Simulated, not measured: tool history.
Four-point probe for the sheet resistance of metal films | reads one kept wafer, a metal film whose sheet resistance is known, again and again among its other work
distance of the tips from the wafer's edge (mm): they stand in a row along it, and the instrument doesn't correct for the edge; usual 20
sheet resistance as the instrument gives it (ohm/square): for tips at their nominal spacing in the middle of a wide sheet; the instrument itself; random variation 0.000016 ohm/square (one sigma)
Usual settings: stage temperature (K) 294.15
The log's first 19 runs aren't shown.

run   hour  stage temperature (K)  distance of the tips from the wafer's edge (mm)  sheet resistance as the instrument gives it (ohm/square)
     511.5  -- stage's thermometer calibrated, once more
 20  523.3                 301.15                                                5                                                  0.080414
 21  551.3                 300.15                                               15                                                  0.078169
 22  589.1                 303.15                                               72                                                  0.077592
 23  606.2                 293.15                                               18                                                   0.07854
 24  636.9                 293.15                                               20                                                   0.07849
 25  667.6                 300.15                                               12                                                   0.07823
 26  687.8                 295.15                                               24                                                   0.07827
 27  717.9                 301.15                                               22                                                  0.077812
 28  747.8                 301.15                                               22                                                  0.077778
 29  769.3                 294.15                                               18                                                  0.078351
 30  804.2                 299.15                                               20                                                  0.077909
 31  822.9                 300.15                                               11                                                  0.078197
 32  857.9                 291.15                                               34                                                  0.078411
 33  875.3                 292.15                                               36                                                  0.078293
 34  891.7                 292.15                                                5                                                  0.080896
 35  910.6                 293.15                                                6                                                   0.08001
 36    947                 293.15                                                6                                                  0.079943

Forecast each of these 3 alternatives for the next run:
  A  977.6                 307.15                                                9                                                         ?
  B  977.6                 306.15                                               17                                                         ?
  C  977.6                 293.15                                                8                                                         ?

run  sheet resistance as the instrument gives it (ohm/square)
  A                                                   0.07785
  B                                                  0.077346
  C                                                  0.079167
Without the tool's hidden state the same runs would have given:
run  sheet resistance as the instrument gives it (ohm/square)
  A                                                  0.078287
  B                                                  0.077781
  C                                                  0.079612
